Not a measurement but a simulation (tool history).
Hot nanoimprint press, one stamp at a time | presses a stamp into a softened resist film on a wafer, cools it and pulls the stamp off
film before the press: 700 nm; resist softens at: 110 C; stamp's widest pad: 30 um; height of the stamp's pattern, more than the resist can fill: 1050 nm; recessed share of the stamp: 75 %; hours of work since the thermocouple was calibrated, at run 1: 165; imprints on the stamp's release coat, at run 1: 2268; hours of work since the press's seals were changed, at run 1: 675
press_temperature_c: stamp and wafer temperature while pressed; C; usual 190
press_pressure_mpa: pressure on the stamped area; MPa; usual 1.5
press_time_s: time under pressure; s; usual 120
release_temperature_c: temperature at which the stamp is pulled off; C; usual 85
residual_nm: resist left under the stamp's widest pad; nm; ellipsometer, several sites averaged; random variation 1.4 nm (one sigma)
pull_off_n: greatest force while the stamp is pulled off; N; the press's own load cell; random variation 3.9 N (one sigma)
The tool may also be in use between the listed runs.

run	hour	press_temperature_c	press_pressure_mpa	press_time_s	release_temperature_c	hours of work since the thermocouple was calibrated	imprints on the stamp's release coat	hours of work since the press's seals were changed	residual_nm	pull_off_n
1	0	190	1.5	120	85	165	2268	675	258.7	194
2	14.5	190	1.5	120	85	175	2326	685	256	184
# hour 26.1: stamp cleaned and given a new release coat
3	33.4	190	1.5	120	85	183	30	694	259.2	179
4	55.6	190	1.5	172	85	198	119	709	227.5	184
5	66.5	190	1.5	172	85	206	163	716	226.5	181
6	84.4	190	1.5	172	85	218	234	728	229.4	188
7	97.2	190	1.28	172	85	226	285	737	246.6	189
8	110.4	190	1.28	172	85	235	339	746	248.6	182
9	127.4	190	1.28	172	85	247	407	757	245.4	186
10	139.4	190	1.28	172	85	255	455	765	244.8	188
11	156.9	183	1.28	172	85	267	525	777	341.2	190
12	169.9	190	1.5	120	85	275	577	786	255.9	190
13	187.7	182	1.5	120	85	287	648	798	372.9	191
14	213.5	182	1.5	120	92	305	752	815	367.4	175
15	227.5	190	1.5	120	85	314	808	825	256.2	187
16	254.3	190	1.5	99	85	332	915	843	274.1	183
17	269.9	190	1.5	99	85	343	978	853	272.7	185
18	282.7	190	1.5	99	85	352	1029	862	272.4	185
19	307.6	190	1.5	99	85	368	1129	879	270	186
20	331.4	189	2.33	64	71	384	1225	895	258.3	213
21	355	189	1.84	186	73	400	1319	911	200.3	212
22	378	189	1.4	104	73	416	1412	926	291.8	214
23	401.5	189	1.43	72	73	432	1505	942	321.9	210
# hour 413.9: gauge calibrated
24	416.3	185	1.69	68	81	442	1565	952	371	198
25	429.3	202	1.03	201	77	451	1617	961	154.6	203
# hour 441.7: plate thermocouple calibrated
26	458.3	199	2.3	201	77	11	1721	978	110	201
27	481.9	197	1.21	85	92	27	1816	994	240.9	171
28	505.4	184	2.24	97	82	43	1910	1010	294.9	186
29	531.3	184	2.24	97	79	60	2014	1028	295.5	202

Forecast each of these 4 alternatives for the next run:
A	546.5	187	2.24	183	81	71	2075	1038	?	?
B	546.5	184	2.24	162	89	71	2075	1038	?	?
C	546.5	184	2.24	74	79	71	2075	1038	?	?
D	546.5	184	2.19	170	82	71	2075	1038	?	?

run	residual_nm	pull_off_n
A	202.9	195
B	245.5	180
C	322.6	205
D	245.9	193
Without the tool's hidden state the same runs would have given:
run	residual_nm	pull_off_n
A	204.7	193
B	247.7	179
C	325.5	204
D	248.1	192

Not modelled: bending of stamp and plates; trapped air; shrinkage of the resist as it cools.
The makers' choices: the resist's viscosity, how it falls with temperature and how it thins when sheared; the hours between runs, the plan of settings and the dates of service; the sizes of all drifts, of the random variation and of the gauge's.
